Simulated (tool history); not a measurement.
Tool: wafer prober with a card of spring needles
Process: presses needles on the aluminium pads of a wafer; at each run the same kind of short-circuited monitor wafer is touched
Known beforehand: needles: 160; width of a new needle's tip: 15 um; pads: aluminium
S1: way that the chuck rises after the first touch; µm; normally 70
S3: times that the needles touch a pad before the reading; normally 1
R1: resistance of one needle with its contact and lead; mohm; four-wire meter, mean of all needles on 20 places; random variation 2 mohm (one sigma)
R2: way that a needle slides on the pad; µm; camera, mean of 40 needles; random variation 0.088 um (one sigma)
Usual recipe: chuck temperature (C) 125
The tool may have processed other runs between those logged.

{"run": 1, "hour": 0.0, "S1": 70, "chuck temperature (C)": 125, "S3": 1, "R1": 224, "R2": 13.65}
{"hour": 21.4, "done": "tips cleaned on abrasive film"}
{"run": 2, "hour": 32.7, "S1": 70, "chuck temperature (C)": 125, "S3": 1, "R1": 232, "R2": 13.63}
{"hour": 47.3, "done": "tips cleaned on abrasive film"}
{"run": 3, "hour": 50.9, "S1": 70, "chuck temperature (C)": 125, "S3": 1, "R1": 224, "R2": 13.53}
{"run": 4, "hour": 71.3, "S1": 70, "chuck temperature (C)": 125, "S3": 1, "R1": 241, "R2": 13.58}
{"hour": 75.1, "done": "tips cleaned on abrasive film"}
{"run": 5, "hour": 95.0, "S1": 70, "chuck temperature (C)": 125, "S3": 1, "R1": 244, "R2": 13.62}
{"hour": 100.3, "done": "tips cleaned on abrasive film"}
{"hour": 125.6, "done": "tips cleaned on abrasive film"}
{"run": 6, "hour": 131.3, "S1": 70, "chuck temperature (C)": 125, "S3": 1, "R1": 229, "R2": 13.46}
{"hour": 151.1, "done": "tips cleaned on abrasive film"}
{"run": 7, "hour": 151.8, "S1": 70, "chuck temperature (C)": 125, "S3": 1, "R1": 219, "R2": 13.52}
{"hour": 176.3, "done": "tips cleaned on abrasive film"}
{"run": 8, "hour": 182.6, "S1": 70, "chuck temperature (C)": 125, "S3": 1, "R1": 229, "R2": 13.55}
{"hour": 201.4, "done": "tips cleaned on abrasive film"}
{"run": 9, "hour": 211.9, "S1": 70, "chuck temperature (C)": 125, "S3": 1, "R1": 234, "R2": 13.6}
{"hour": 226.8, "done": "tips cleaned on abrasive film"}
{"run": 10, "hour": 246.5, "S1": 70, "chuck temperature (C)": 125, "S3": 1, "R1": 240, "R2": 13.71}
{"hour": 252.0, "done": "tips cleaned on abrasive film"}
{"hour": 277.2, "done": "tips cleaned on abrasive film"}
{"run": 11, "hour": 286.1, "S1": 72, "chuck temperature (C)": 125, "S3": 1, "R1": 230, "R2": 14.01}
{"hour": 301.6, "done": "tips cleaned on abrasive film"}
{"run": 12, "hour": 319.2, "S1": 70, "chuck temperature (C)": 125, "S3": 1, "R1": 243, "R2": 13.61}
{"hour": 328.4, "done": "tips cleaned on abrasive film"}
{"hour": 353.1, "done": "tips cleaned on abrasive film"}
{"run": 13, "hour": 355.9, "S1": 70, "chuck temperature (C)": 125, "S3": 1, "R1": 226, "R2": 13.56}
{"hour": 379.2, "done": "tips cleaned on abrasive film"}
{"run": 14, "hour": 389.3, "S1": 70, "chuck temperature (C)": 125, "S3": 1, "R1": 233, "R2": 13.49}
{"hour": 404.2, "done": "tips cleaned on abrasive film"}
{"run": 15, "hour": 423.4, "S1": 70, "chuck temperature (C)": 125, "S3": 1, "R1": 242, "R2": 13.41}
{"hour": 429.4, "done": "tips cleaned on abrasive film"}
{"hour": 456.8, "done": "tips cleaned on abrasive film"}
{"run": 16, "hour": 457.7, "S1": 70, "chuck temperature (C)": 125, "S3": 1, "R1": 222, "R2": 13.33}
{"hour": 481.3, "done": "tips cleaned on abrasive film"}
{"run": 17, "hour": 481.3, "S1": 70, "chuck temperature (C)": 125, "S3": 1, "R1": 220, "R2": 13.2}
{"hour": 507.2, "done": "tips cleaned on abrasive film"}
{"run": 18, "hour": 511.7, "S1": 70, "chuck temperature (C)": 125, "S3": 1, "R1": 226, "R2": 13.34}
{"hour": 533.7, "done": "tips cleaned on abrasive film"}
{"run": 19, "hour": 539.5, "S1": 70, "chuck temperature (C)": 125, "S3": 1, "R1": 231, "R2": 13.33}
{"hour": 560.4, "done": "tips cleaned on abrasive film"}
{"run": 20, "hour": 573.2, "S1": 70, "chuck temperature (C)": 27, "S3": 1, "R1": 225, "R2": 13.51}
{"hour": 586.5, "done": "tips cleaned on abrasive film"}
{"run": 21, "hour": 598.2, "S1": 70, "chuck temperature (C)": 47, "S3": 2, "R1": 209, "R2": 13.26}
{"hour": 612.2, "done": "tips cleaned on abrasive film"}
{"run": 22, "hour": 630.9, "S1": 70, "chuck temperature (C)": 47, "S3": 2, "R1": 218, "R2": 13.26}
{"hour": 633.6, "done": "height of the first contact set anew"}
{"hour": 639.1, "done": "tips cleaned on abrasive film"}
{"run": 23, "hour": 651.6, "S1": 70, "chuck temperature (C)": 47, "S3": 2, "R1": 215, "R2": 13.03}
{"hour": 664.1, "done": "tips cleaned on abrasive film"}
{"run": 24, "hour": 681.9, "S1": 70, "chuck temperature (C)": 47, "S3": 2, "R1": 217, "R2": 13.09}
{"hour": 689.8, "done": "tips cleaned on abrasive film"}
{"hour": 715.6, "done": "tips cleaned on abrasive film"}
{"run": 25, "hour": 720.7, "S1": 68, "chuck temperature (C)": 125, "S3": 1, "R1": 230, "R2": 12.59}
{"hour": 741.3, "done": "tips cleaned on abrasive film"}
{"run": 26, "hour": 741.3, "S1": 64, "chuck temperature (C)": 125, "S3": 1, "R1": 223, "R2": 11.8}
{"run": 27, "hour": 758.0, "S1": 54, "chuck temperature (C)": 123, "S3": 1, "R1": 258, "R2": 9.8}
{"hour": 766.5, "done": "height of the first contact set anew, once more"}
{"hour": 766.6, "done": "tips cleaned on abrasive film"}
{"run": 28, "hour": 776.0, "S1": 70, "chuck temperature (C)": 27, "S3": 3, "R1": 200, "R2": 13.79}
{"hour": 792.9, "done": "tips cleaned on abrasive film"}
{"run": 29, "hour": 797.5, "S1": 79, "chuck temperature (C)": 66, "S3": 2, "R1": 207, "R2": 15.31}
{"hour": 819.1, "done": "tips cleaned on abrasive film"}
{"run": 30, "hour": 830.4, "S1": 70, "chuck temperature (C)": 125, "S3": 2, "R1": 229, "R2": 13.8}
{"hour": 845.0, "done": "tips cleaned on abrasive film"}
{"run": 31, "hour": 847.9, "S1": 58, "chuck temperature (C)": 36, "S3": 3, "R1": 203, "R2": 11.35}

Branching from run 31: 3 alternative next runs. What would each branch give?
{"run": "A", "hour": 865.0, "S1": 70, "chuck temperature (C)": 43, "S3": 1, "R1": "?", "R2": "?"}
{"run": "B", "hour": 865.0, "S1": 90, "chuck temperature (C)": 36, "S3": 3, "R1": "?", "R2": "?"}
{"run": "C", "hour": 865.0, "S1": 58, "chuck temperature (C)": 26, "S3": 3, "R1": "?", "R2": "?"}

run=A R1=232 R2=13.75
run=B R1=205 R2=17.74
run=C R1=213 R2=11.20
The same runs, with their run-to-run variation unchanged, on a tool lacking any hidden condition would have given:
run=A R1=202 R2=13.81
run=B R1=197 R2=17.80
run=C R1=197 R2=11.26

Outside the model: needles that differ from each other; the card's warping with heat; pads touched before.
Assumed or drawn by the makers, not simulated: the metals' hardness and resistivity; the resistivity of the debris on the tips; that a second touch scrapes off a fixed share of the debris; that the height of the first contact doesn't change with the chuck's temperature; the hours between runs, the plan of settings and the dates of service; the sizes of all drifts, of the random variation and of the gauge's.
